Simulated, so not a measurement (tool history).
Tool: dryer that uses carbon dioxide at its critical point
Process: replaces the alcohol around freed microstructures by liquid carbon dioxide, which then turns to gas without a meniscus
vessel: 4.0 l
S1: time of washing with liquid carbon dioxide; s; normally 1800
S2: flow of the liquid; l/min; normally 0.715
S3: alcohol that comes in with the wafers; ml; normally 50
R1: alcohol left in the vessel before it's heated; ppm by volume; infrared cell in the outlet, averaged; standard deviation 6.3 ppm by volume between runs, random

run	hour	S1	S2	S3	R1
1	0	1800	0.715	50	514
2	42	1800	0.715	50	516
3	111.1	1800	0.715	50	537
4	153.8	1800	0.715	50	565
5	205.9	1800	0.715	50	580
6	250.5	1800	0.715	50	575
# hour 301: inlet filter changed
7	307.2	1800	0.715	50	409
8	374.5	1800	0.715	50	411
9	445.3	1800	0.715	50	429
10	492.6	1800	0.715	50	435
11	552.1	1800	0.715	50	450
12	587.2	1800	0.715	107	802
13	632.3	1800	0.715	107	861
14	675.1	1800	0.715	107	873
15	709.1	1800	0.715	107	904
16	749.9	1800	0.715	65	627
17	818.8	1800	0.715	30	389
18	873.8	1800	0.715	70	699
19	929.4	1800	0.715	70	735
20	979.1	1800	0.715	50	579
21	1022.5	1800	0.715	50	590
22	1095.9	1800	0.918	36	293
23	1132.1	2820	0.811	30	199
24	1169.9	1200	0.75	79	2138
25	1201.6	1860	1.137	20	211
# hour 1220.9: inlet filter changed
26	1262.2	1860	1.137	20	204
27	1304.3	1620	0.841	50	400
28	1343.3	1740	0.715	50	502
29	1376.8	1800	0.83	50	350
30	1442.3	1560	1.037	34	259
31	1497.7	1560	1.037	34	275
32	1533.7	2220	0.491	96	1367
33	1576.5	2160	0.49	82	1299
# hour 1604.7: purifier's bed changed
34	1639.4	1260	0.579	50	1684
35	1677.1	1260	0.579	50	1694
36	1739.1	1260	0.579	50	1777
37	1778.6	1200	0.715	50	1228
38	1840.3	1200	0.715	50	1255
39	1911	1800	0.715	49	410
40	1960.3	1800	0.715	49	418

Each row is a separate what-if for the run after 40, all from the same tool condition, not one after another. Results?
A	2032.3	1800	0.569	45	?
B	2032.3	1800	0.715	22	?
C	2032.3	1320	1.12	49	?
D	2032.3	1320	0.918	119	?

run	R1
A	836
B	230
C	255
D	1204
With the hidden condition removed and each run's random variation left untouched, the same runs would have given:
run	R1
A	533
B	124
C	127
D	696
